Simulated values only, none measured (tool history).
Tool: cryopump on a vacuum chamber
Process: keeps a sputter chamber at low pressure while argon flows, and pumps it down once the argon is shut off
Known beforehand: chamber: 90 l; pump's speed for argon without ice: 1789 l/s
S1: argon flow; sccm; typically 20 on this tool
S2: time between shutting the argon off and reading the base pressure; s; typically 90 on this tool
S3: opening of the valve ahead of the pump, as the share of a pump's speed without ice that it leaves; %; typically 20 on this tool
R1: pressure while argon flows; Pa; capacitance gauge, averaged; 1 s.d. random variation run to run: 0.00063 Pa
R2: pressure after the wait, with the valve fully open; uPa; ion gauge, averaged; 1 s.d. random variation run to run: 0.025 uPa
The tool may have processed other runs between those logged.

run,hour,S1,S2,S3,R1,R2
1,0,20,90,20,0.0977,2.41
2,92.5,20,90,15,0.1309,2.56
3,198.3,20,90,15,0.1309,2.59
# hour 316: pump warmed up, emptied and cooled again
4,317.7,20,90,15,0.1257,2.32
5,392,20,90,20,0.0953,2.34
6,489.4,20,90,20,0.0973,2.49
7,572.1,13,238,20,0.063,2.04
8,624.2,33,47,15,0.2132,3.45
9,720.8,8,90,33,0.0246,2.75
10,832.5,38,137,22,0.1726,2.52
# hour 925.9: leaking fittings of the chamber tightened, without venting
11,925.9,33,68,45,0.0778,1.3
12,1011.6,33,28,45,0.0805,3.1

Measured minus without-hidden-state, run by run (identical run-to-run variation in each term; gauge scatter may differ):
Hidden state present: pump's speed, % of a pump's without ice; cold plate's temperature, K; leak into the chamber, uPa l/s; drift of the gauge itself on working_pa, %; drift of the gauge itself on base_upa, %.
run,R1,R2
1,+0.0039,+1.42
2,+0.0047,+1.54
3,+0.0058,+1.61
4,+0.0008,+1.3
5,+0.0013,+1.35
6,+0.002,+1.46
7,+0.0017,+1.54
8,+0.005,+1.62
9,+0.0015,+1.72
10,+0.0091,+1.79
11,+0.0092,+0.06
12,+0.011,+0.1
